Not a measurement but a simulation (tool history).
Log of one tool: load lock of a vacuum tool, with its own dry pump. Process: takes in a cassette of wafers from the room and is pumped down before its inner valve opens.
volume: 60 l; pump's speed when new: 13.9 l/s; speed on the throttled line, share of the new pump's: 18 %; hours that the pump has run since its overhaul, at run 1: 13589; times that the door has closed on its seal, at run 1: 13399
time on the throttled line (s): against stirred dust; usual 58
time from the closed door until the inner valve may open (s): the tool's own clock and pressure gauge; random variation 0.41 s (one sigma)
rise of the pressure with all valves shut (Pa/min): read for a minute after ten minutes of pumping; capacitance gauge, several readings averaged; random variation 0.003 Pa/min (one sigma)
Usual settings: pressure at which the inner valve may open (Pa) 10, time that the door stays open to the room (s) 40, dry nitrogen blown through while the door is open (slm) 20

| run | day | time on the throttled line (s) | pressure at which the inner valve may open (Pa) | time that the door stays open to the room (s) | dry nitrogen blown through while the door is open (slm) | hours that the pump has run since its overhaul | times that the door has closed on its seal | incoming humidity of the room's air, % | time from the closed door until the inner valve may open (s) | rise of the pressure with all valves shut (Pa/min) |
|---|---|---|---|---|---|---|---|---|---|---|
| 1 | 0 | 58 | 10 | 40 | 20 | 13589 | 13399 | 42.9 | 92.4 | 0.058 |
| 2 | 7.358 | 58 | 10 | 40 | 20 | 13766 | 13753 | 47.9 | 92.3 | 0.059 |
| 3 | 11.621 | 58 | 10 | 40 | 20 | 13868 | 13958 | 45.7 | 93.1 | 0.063 |
| 4 | 16.562 | 58 | 10 | 40 | 20 | 13986 | 14195 | 47.4 | 92.7 | 0.06 |
| 5 | 23.158 | 58 | 10 | 40 | 20 | 14145 | 14513 | 41.7 | 92.8 | 0.06 |
| 6 | 27.254 | 58 | 10 | 40 | 20 | 14243 | 14710 | 43.2 | 92.4 | 0.067 |
| 7 | 31.142 | 58 | 10 | 40 | 20 | 14336 | 14897 | 43.8 | 92.5 | 0.068 |
| 8 | 37.208 | 58 | 10 | 40 | 20 | 14482 | 15189 | 44 | 92.4 | 0.066 |
| 9 | 41.042 | 58 | 10 | 40 | 20 | 14574 | 15373 | 46.9 | 93 | 0.063 |
| 10 | 45.571 | 58 | 10 | 40 | 20 | 14683 | 15591 | 41.1 | 93.5 | 0.065 |
| 11 | 49.717 | 58 | 10 | 40 | 20 | 14782 | 15791 | 41.4 | 92.9 | 0.068 |
| 12 | 55.662 | 58 | 10 | 40 | 23 | 14925 | 16077 | 41.8 | 93.9 | 0.067 |
| 13 | 59.967 | 58 | 10 | 40 | 23 | 15028 | 16284 | 46.9 | 92.8 | 0.071 |
| 14 | 67.1 | 99 | 10 | 40 | 23 | 15199 | 16627 | 47.7 | 124.4 | 0.07 |
| 15 | 71.604 | 99 | 10 | 40 | 23 | 15307 | 16844 | 42.6 | 125.7 | 0.07 |
| 16 | 78.742 | 58 | 10 | 40 | 20 | 15479 | 17187 | 43.8 | 93.1 | 0.076 |
| 17 | 85.708 | 58 | 10 | 40 | 20 | 15646 | 17522 | 48.5 | 93 | 0.083 |
| 18 | 92.479 | 58 | 10 | 40 | 20 | 15808 | 17848 | 43.4 | 92.9 | 0.077 |
| 19 | 97.633 | 58 | 14 | 37 | 20 | 15932 | 18096 | 47.9 | 91.1 | 0.084 |
| 20 | 103.45 | 42 | 13 | 37 | 20 | 16072 | 18376 | 45 | 79.2 | 0.082 |
| 21 | 111.138 | 54 | 15 | 40 | 20 | 16256 | 18746 | 44.6 | 87.6 | 0.084 |
| 22 | 115.979 | 59 | 10 | 40 | 16 | 16372 | 18979 | 44.7 | 93.9 | 0.09 |
| 23 | 121.146 | 58 | 10 | 40 | 22 | 16496 | 19227 | 47.2 | 93.5 | 0.089 |
| 24 | 127.179 | 58 | 9 | 40 | 10 | 16641 | 19518 | 42.7 | 94.1 | 0.087 |
| 25 | 133.204 | 58 | 9 | 40 | 10 | 16786 | 19808 | 46.1 | 94.7 | 0.093 |
| 26 | 137.054 | 58 | 11 | 40 | 8 | 16878 | 19993 | 44.4 | 93.3 | 0.099 |
| 27 | 140.646 | 31 | 10 | 40 | 29 | 16965 | 20166 | 41.5 | 72 | 0.084 |
| 28 | 145.588 | 30 | 13 | 48 | 29 | 17083 | 20403 | 41.5 | 70.1 | 0.089 |
| 29 | 152.45 | 59 | 13 | 48 | 29 | 17248 | 20734 | 40.2 | 92.9 | 0.091 |
| 30 | 156.788 | 59 | 13 | 48 | 29 | 17352 | 20942 | 47.8 | 93.4 | 0.093 |
| 31 | 163.829 | 33 | 20 | 48 | 29 | 17521 | 21281 | 44.3 | 70.5 | 0.095 |

Run 32 comes next. What will it give?
| 32 | 168.342 | 58 | 14 | 40 | 30 | 17629 | 21498 | 48 | ? | ? |

time from the closed door until the inner valve may open (s): 92.3
rise of the pressure with all valves shut (Pa/min): 0.103
Without the tool's hidden state the same run would have given time from the closed door until the inner valve may open (s) 86.5, rise of the pressure with all valves shut (Pa/min) 0.016.

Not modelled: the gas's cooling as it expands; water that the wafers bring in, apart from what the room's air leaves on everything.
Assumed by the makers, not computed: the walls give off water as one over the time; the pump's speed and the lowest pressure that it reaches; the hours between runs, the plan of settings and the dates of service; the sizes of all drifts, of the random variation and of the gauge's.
